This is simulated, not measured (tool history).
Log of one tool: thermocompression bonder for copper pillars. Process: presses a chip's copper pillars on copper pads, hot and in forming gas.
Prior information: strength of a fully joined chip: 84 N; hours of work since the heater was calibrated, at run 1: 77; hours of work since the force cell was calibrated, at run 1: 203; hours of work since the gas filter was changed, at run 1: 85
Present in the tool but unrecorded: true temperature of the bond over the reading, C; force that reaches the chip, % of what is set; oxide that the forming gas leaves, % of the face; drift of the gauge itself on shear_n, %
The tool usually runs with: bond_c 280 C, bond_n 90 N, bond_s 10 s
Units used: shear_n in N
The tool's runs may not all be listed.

run	hour	bond_c	bond_n	bond_s	hours of work since the heater was calibrated	hours of work since the force cell was calibrated	hours of work since the gas filter was changed	shear_n
1	0	280	90	10	77	203	85	53.7
2	7.6	280	90	10	82	208	90	53.5
3	14.9	280	90	10	86	212	94	53.8
4	23.3	280	90	10	91	217	99	53.4
5	32.7	280	90	10	97	223	105	53.2
6	37.8	280	90	10	100	226	108	53.2
7	42.1	280	90	10	102	229	110	53.2
8	51.4	280	90	10	108	234	116	53.4
9	58.9	280	90	10	113	239	120	52.9
10	63.2	305	90	10	115	241	123	65
11	72	305	90	10	120	247	128	65.4
12	79.9	279	60	30	125	252	133	51.2
13	87.7	305	90	17	130	256	138	70.6
14	95.2	305	90	17	134	261	142	70.6
15	99.4	301	77	10	137	263	145	57.5
16	107.1	301	77	10	142	268	150	57.9
# hour 109: forming gas filter changed
17	115	301	77	10	146	272	4	61.7
18	123.5	301	77	10	151	278	9	61.2
19	131.6	301	76	10	156	282	14	60.6
20	135.7	257	118	10	159	285	16	52.5
21	140.7	257	118	10	162	288	19	52.9
22	149.6	252	127	18	167	293	24	61.3

What if the next run were any one of these 5? Each begins from the tool's condition after run 22:
A	158.3	280	115	6	172	299	30	?
B	158.3	257	127	6	172	299	30	?
C	158.3	280	90	6	172	299	30	?
D	158.3	280	98	10	172	299	30	?
E	158.3	294	93	6	172	299	30	?

run	shear_n
A	58.3
B	48.1
C	48.1
D	59.1
E	57.4
What these runs would have given with no unlogged condition in the tool:
run	shear_n
A	59.3
B	48.9
C	48.9
D	60.1
E	58.4
